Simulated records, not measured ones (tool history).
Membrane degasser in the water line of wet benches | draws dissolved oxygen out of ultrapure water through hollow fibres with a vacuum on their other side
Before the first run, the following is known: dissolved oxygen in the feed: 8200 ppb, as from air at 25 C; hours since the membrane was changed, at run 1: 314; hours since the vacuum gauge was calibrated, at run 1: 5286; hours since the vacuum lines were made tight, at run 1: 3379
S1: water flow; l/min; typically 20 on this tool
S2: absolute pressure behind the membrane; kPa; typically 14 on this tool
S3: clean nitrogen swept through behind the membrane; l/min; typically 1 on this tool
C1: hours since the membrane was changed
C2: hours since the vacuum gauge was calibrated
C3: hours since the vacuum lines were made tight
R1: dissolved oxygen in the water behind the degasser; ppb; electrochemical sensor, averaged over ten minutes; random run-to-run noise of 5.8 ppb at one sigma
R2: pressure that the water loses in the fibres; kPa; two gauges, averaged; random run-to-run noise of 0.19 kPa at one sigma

run     day  S1    S2    S3    C1    C2    C3      R1     R2
  1       0  20    14     1   314  5286  3379   736.2  39.39
  2   1.788  20    14     1   357  5329  3422   742.2  39.65
  3   3.479  20    14     1   397  5369  3463   736.2  39.38
  4   5.433  20    14  2.53   444  5416  3510     495  39.72
  5   7.508  20    14  2.53   494  5466  3560   490.3   39.1
  6   9.162  20    14  2.53   534  5506  3599   489.4  39.64
  7  10.604  20    14  2.53   568  5540  3634   501.3  39.71
  8  12.017  20   9.7     1   602  5574  3668   568.9  39.59
  9  14.275  20   9.7  1.17   656  5628  3722   545.4  39.15
 10  16.062  20   9.7  1.17   699  5671  3765     544  39.41
 11  17.275  20  15.8  1.17   728  5700  3794   741.2  39.88
 12  18.383  18  10.3  1.14   755  5727  3821   494.9   35.6
 13  19.725  18  10.3  1.14   787  5759  3853   501.9  35.78
 14  20.921  31  20.6  2.07   816  5788  3882  1093.8  61.27
 15  22.621  13  20.6  2.07   857  5829  3922     392   25.8
 16  24.067  26    14     1   891  5863  3957   991.5  51.18
 17  25.971  20  10.3  0.92   937  5909  4003   619.9  39.52
 18  27.679  20  26.7  1.85   978  5950  4044   841.5  39.35
 19  28.596  14    10  0.93  1000  5972  4066   390.4  27.57

Forecast each of these 3 alternatives for the next run:
  A  29.933  13  14     1  1032  6004  4098   ?   ?
  B  29.933  13  14  0.41  1032  6004  4098   ?   ?
  C  29.933  14  10  0.97  1032  6004  4098   ?   ?

run     R1     R2
  A  444.3  25.65
  B  802.1  25.66
  C    378  27.47
Take away the tool's hidden state, keep each run's random variation, and the runs would have read:
run     R1     R2
  A  427.3  25.45
  B  781.3  25.46
  C  362.9  27.25
